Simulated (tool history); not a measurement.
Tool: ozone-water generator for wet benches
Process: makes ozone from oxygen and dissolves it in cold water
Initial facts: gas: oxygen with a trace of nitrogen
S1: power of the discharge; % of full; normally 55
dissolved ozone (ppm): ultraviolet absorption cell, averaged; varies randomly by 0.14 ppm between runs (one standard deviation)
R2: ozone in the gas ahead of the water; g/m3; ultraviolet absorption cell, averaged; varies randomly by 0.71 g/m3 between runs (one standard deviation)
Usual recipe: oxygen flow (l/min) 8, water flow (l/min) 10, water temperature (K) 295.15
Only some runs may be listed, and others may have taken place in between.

Run 1, hour 0: usual settings. Result: dissolved ozone (ppm) 25.5, R2 157.7 g/m3.
Run 2, hour 29.1: usual settings. Result: dissolved ozone (ppm) 25.4, R2 157.5 g/m3.
Run 3, hour 45.3: usual settings. Result: dissolved ozone (ppm) 25.4, R2 157.5 g/m3.
Run 4, hour 77: usual settings. Result: dissolved ozone (ppm) 25.4, R2 157.3 g/m3.
Run 5, hour 95.2: usual settings. Result: dissolved ozone (ppm) 25.6, R2 157.4 g/m3.
Run 6, hour 113.3: usual settings. Result: dissolved ozone (ppm) 25.5, R2 157.9 g/m3.
Run 7, hour 132: usual settings. Result: dissolved ozone (ppm) 25.2, R2 158.2 g/m3.
Run 8, hour 164.7: usual settings but oxygen flow (l/min) 4.47. Result: dissolved ozone (ppm) 30, R2 222.8 g/m3.
Run 9, hour 195.2: usual settings but water flow (l/min) 12. Result: dissolved ozone (ppm) 23.6, R2 157.4 g/m3.
Run 10, hour 209.1: usual settings but water flow (l/min) 12. Result: dissolved ozone (ppm) 23.4, R2 157.4 g/m3.
Run 11, hour 239.8: usual settings but oxygen flow (l/min) 5.35. Result: dissolved ozone (ppm) 28.9, R2 199.2 g/m3.
Run 12, hour 261.6: usual settings but oxygen flow (l/min) 4.62. Result: dissolved ozone (ppm) 29.5, R2 217.3 g/m3.
Run 13, hour 283: usual settings but oxygen flow (l/min) 4.62. Result: dissolved ozone (ppm) 29.5, R2 218.2 g/m3.
Run 14, hour 306.9: usual settings but S1 59 % of full, oxygen flow (l/min) 8.83, water flow (l/min) 9, water temperature (K) 289.15. Result: dissolved ozone (ppm) 31.2, R2 154.9 g/m3.
Run 15, hour 326.9: usual settings but S1 59 % of full, oxygen flow (l/min) 10.49, water flow (l/min) 16, water temperature (K) 292.15. Result: dissolved ozone (ppm) 21.4, R2 140.2 g/m3.
Run 16, hour 355.2: usual settings but S1 65 % of full, oxygen flow (l/min) 10.96, water flow (l/min) 15, water temperature (K) 296.15. Result: dissolved ozone (ppm) 21, R2 146.6 g/m3.
Run 17, hour 379.4: usual settings but S1 58 % of full, oxygen flow (l/min) 12.89, water flow (l/min) 12, water temperature (K) 297.15. Result: dissolved ozone (ppm) 19.4, R2 121.7 g/m3.
Run 18, hour 395.5: usual settings but oxygen flow (l/min) 8.64. Result: dissolved ozone (ppm) 24.7, R2 149.5 g/m3.
Run 19, hour 410.4: usual settings but S1 43 % of full, oxygen flow (l/min) 11.72. Result: dissolved ozone (ppm) 18.3, R2 103.7 g/m3.
Run 20, hour 434.3: usual settings but S1 96 % of full, oxygen flow (l/min) 11.72, water flow (l/min) 8, water temperature (K) 288.15. Result: dissolved ozone (ppm) 42.8, R2 188.1 g/m3.
Run 21, hour 463.6: usual settings but S1 49 % of full, oxygen flow (l/min) 5.28. Result: dissolved ozone (ppm) 26.3, R2 185.3 g/m3.
Run 22, hour 485.4: usual settings but S1 82 % of full, water flow (l/min) 13. Result: dissolved ozone (ppm) 30.2, R2 211.4 g/m3.
Run 23, hour 516.3: usual settings but S1 57 % of full, oxygen flow (l/min) 9.93, water flow (l/min) 7, water temperature (K) 292.15. Result: dissolved ozone (ppm) 29.5, R2 142.1 g/m3.
Run 24, hour 530.3: usual settings but S1 51 % of full, oxygen flow (l/min) 6.37, water flow (l/min) 8, water temperature (K) 291.15. Result: dissolved ozone (ppm) 31.1, R2 169.1 g/m3.
Run 25, hour 544: usual settings but S1 51 % of full, oxygen flow (l/min) 6.37, water flow (l/min) 9, water temperature (K) 293.15. Result: dissolved ozone (ppm) 28.2, R2 170.4 g/m3.

Each row is a separate what-if for the run after 25, all from the same tool condition, not one after another. Results?
Run A, hour 566: usual settings but S1 68 % of full. Result: dissolved ozone (ppm) ?, R2 ?.
Run B, hour 566: usual settings but S1 42 % of full, oxygen flow (l/min) 6.37, water flow (l/min) 9, water temperature (K) 302.15. Result: dissolved ozone (ppm) ?, R2 ?.
Run C, hour 566: usual settings but oxygen flow (l/min) 5.99, water flow (l/min) 15. Result: dissolved ozone (ppm) ?, R2 ?.

run  dissolved ozone (ppm)     R2
  A                   29.4  182.6
  B                   19.8  146.8
  C                   22.1  186.5
What these runs would have given with no unlogged condition in the tool:
run  dissolved ozone (ppm)     R2
  A                   30.2  182.6
  B                   20.3  146.7
  C                   22.8  186.4
